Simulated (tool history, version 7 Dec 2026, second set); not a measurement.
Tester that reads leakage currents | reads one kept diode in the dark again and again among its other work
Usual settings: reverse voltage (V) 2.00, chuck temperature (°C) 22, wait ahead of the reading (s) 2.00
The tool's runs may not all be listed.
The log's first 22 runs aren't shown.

run	hour	reverse voltage (V)	chuck temperature (°C)	wait ahead of the reading (s)	hours of work since the probe card was cleaned	hours of work since the tester was calibrated	hours of work since the chuck was calibrated	current that the tester gives (pA)
23	2776.7	2.00	32	0.77	483	221	1468	123.09
24	2903.1	1.08	52	0.62	577	315	1562	353.33
25	3016.9	6.79	51	0.67	662	399	1646	787.21
26	3095.0	18.10	51	2.29	719	457	1704	1258.49
27	3222.4	6.87	28	5.03	814	552	1799	169.19
# hour 3281.1: chuck's temperature calibrated
28	3311.3	1.53	24	1.10	878	616	22	52.80
29	3486.9	1.53	24	1.10	1009	746	153	53.58
30	3600.7	2.19	42	4.76	1093	831	237	229.49
31	3772.7	2.19	30	2.40	1221	958	365	100.28
32	3913.1	2.19	30	2.40	1325	1062	469	101.63
33	4035.1	2.19	30	2.40	1415	1153	559	101.85
34	4147.0	1.14	46	2.00	1498	1236	642	228.04
35	4300.8	11.30	22	1.71	1612	1350	756	127.22
36	4385.5	11.30	22	1.71	1675	1413	819	127.81
37	4541.8	1.31	38	2.19	1791	1528	935	145.50
38	4628.0	1.18	28	2.19	1855	1592	999	68.63

Forecast each of these 4 alternatives for the next run:
A	4722.0	1.18	20	2.19	1924	1662	1068	?
B	4722.0	1.18	41	0.34	1924	1662	1068	?
C	4722.0	8.86	28	2.19	1924	1662	1068	?
D	4722.0	3.92	33	0.45	1924	1662	1068	?

run	current that the tester gives (pA)
A	37.77
B	172.85
C	180.59
D	176.04
Without the tool's hidden state the same runs would have given:
run	current that the tester gives (pA)
A	33.88
B	158.15
C	162.01
D	159.77

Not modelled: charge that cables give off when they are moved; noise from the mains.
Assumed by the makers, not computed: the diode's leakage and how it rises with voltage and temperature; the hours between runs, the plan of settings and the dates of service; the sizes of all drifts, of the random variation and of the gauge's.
